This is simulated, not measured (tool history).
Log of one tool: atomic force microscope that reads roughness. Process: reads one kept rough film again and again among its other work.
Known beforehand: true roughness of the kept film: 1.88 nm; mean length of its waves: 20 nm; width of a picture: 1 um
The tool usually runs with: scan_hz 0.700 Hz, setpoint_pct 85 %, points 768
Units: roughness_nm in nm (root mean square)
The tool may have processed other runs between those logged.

{"run": 1, "hour": 0.0, "scan_hz": 0.7, "setpoint_pct": 85, "points": 768, "roughness_nm": 1.609}
{"run": 2, "hour": 34.8, "scan_hz": 0.7, "setpoint_pct": 85, "points": 275, "roughness_nm": 1.509}
{"run": 3, "hour": 64.1, "scan_hz": 0.7, "setpoint_pct": 85, "points": 275, "roughness_nm": 1.466}
{"run": 4, "hour": 93.3, "scan_hz": 0.7, "setpoint_pct": 85, "points": 835, "roughness_nm": 1.471}
{"run": 5, "hour": 112.4, "scan_hz": 0.7, "setpoint_pct": 85, "points": 835, "roughness_nm": 1.422}
{"run": 6, "hour": 131.7, "scan_hz": 0.7, "setpoint_pct": 85, "points": 768, "roughness_nm": 1.405}
{"run": 7, "hour": 154.2, "scan_hz": 0.7, "setpoint_pct": 85, "points": 768, "roughness_nm": 1.384}
{"run": 8, "hour": 178.9, "scan_hz": 0.7, "setpoint_pct": 85, "points": 768, "roughness_nm": 1.347}
{"hour": 197.0, "done": "new tip fitted"}
{"run": 9, "hour": 200.0, "scan_hz": 0.7, "setpoint_pct": 85, "points": 768, "roughness_nm": 1.605}
{"run": 10, "hour": 226.1, "scan_hz": 0.7, "setpoint_pct": 85, "points": 768, "roughness_nm": 1.547}
{"run": 11, "hour": 247.1, "scan_hz": 0.7, "setpoint_pct": 85, "points": 768, "roughness_nm": 1.526}
{"run": 12, "hour": 274.6, "scan_hz": 0.7, "setpoint_pct": 85, "points": 401, "roughness_nm": 1.459}
{"run": 13, "hour": 312.3, "scan_hz": 2.132, "setpoint_pct": 63, "points": 273, "roughness_nm": 1.398}
{"run": 14, "hour": 352.2, "scan_hz": 2.132, "setpoint_pct": 63, "points": 273, "roughness_nm": 1.336}
{"hour": 390.3, "done": "new tip fitted"}
{"run": 15, "hour": 390.8, "scan_hz": 1.653, "setpoint_pct": 86, "points": 287, "roughness_nm": 1.461}
{"run": 16, "hour": 425.1, "scan_hz": 1.653, "setpoint_pct": 86, "points": 287, "roughness_nm": 1.395}
{"run": 17, "hour": 449.4, "scan_hz": 1.579, "setpoint_pct": 65, "points": 303, "roughness_nm": 1.487}
{"run": 18, "hour": 472.6, "scan_hz": 1.579, "setpoint_pct": 65, "points": 303, "roughness_nm": 1.463}
{"run": 19, "hour": 493.3, "scan_hz": 2.845, "setpoint_pct": 65, "points": 303, "roughness_nm": 1.388}
{"run": 20, "hour": 516.1, "scan_hz": 2.495, "setpoint_pct": 82, "points": 859, "roughness_nm": 1.259}
{"run": 21, "hour": 554.4, "scan_hz": 2.495, "setpoint_pct": 82, "points": 859, "roughness_nm": 1.229}
{"run": 22, "hour": 580.3, "scan_hz": 2.74, "setpoint_pct": 85, "points": 363, "roughness_nm": 1.124}
{"hour": 584.8, "done": "new tip fitted"}
{"run": 23, "hour": 601.1, "scan_hz": 0.573, "setpoint_pct": 85, "points": 881, "roughness_nm": 1.608}
{"run": 24, "hour": 618.9, "scan_hz": 0.7, "setpoint_pct": 71, "points": 768, "roughness_nm": 1.605}

Below are 4 alternative next runs, each starting from the tool's condition after run 24. Predict each:
{"run": "A", "hour": 655.3, "scan_hz": 0.7, "setpoint_pct": 65, "points": 639, "roughness_nm": "?"}
{"run": "B", "hour": 655.3, "scan_hz": 1.711, "setpoint_pct": 82, "points": 879, "roughness_nm": "?"}
{"run": "C", "hour": 655.3, "scan_hz": 0.541, "setpoint_pct": 68, "points": 768, "roughness_nm": "?"}
{"run": "D", "hour": 655.3, "scan_hz": 2.264, "setpoint_pct": 85, "points": 480, "roughness_nm": "?"}

run=A roughness_nm=1.545
run=B roughness_nm=1.415
run=C roughness_nm=1.560
run=D roughness_nm=1.323
What these runs would have given with no unlogged condition in the tool:
run=A roughness_nm=1.672
run=B roughness_nm=1.532
run=C roughness_nm=1.688
run=D roughness_nm=1.431
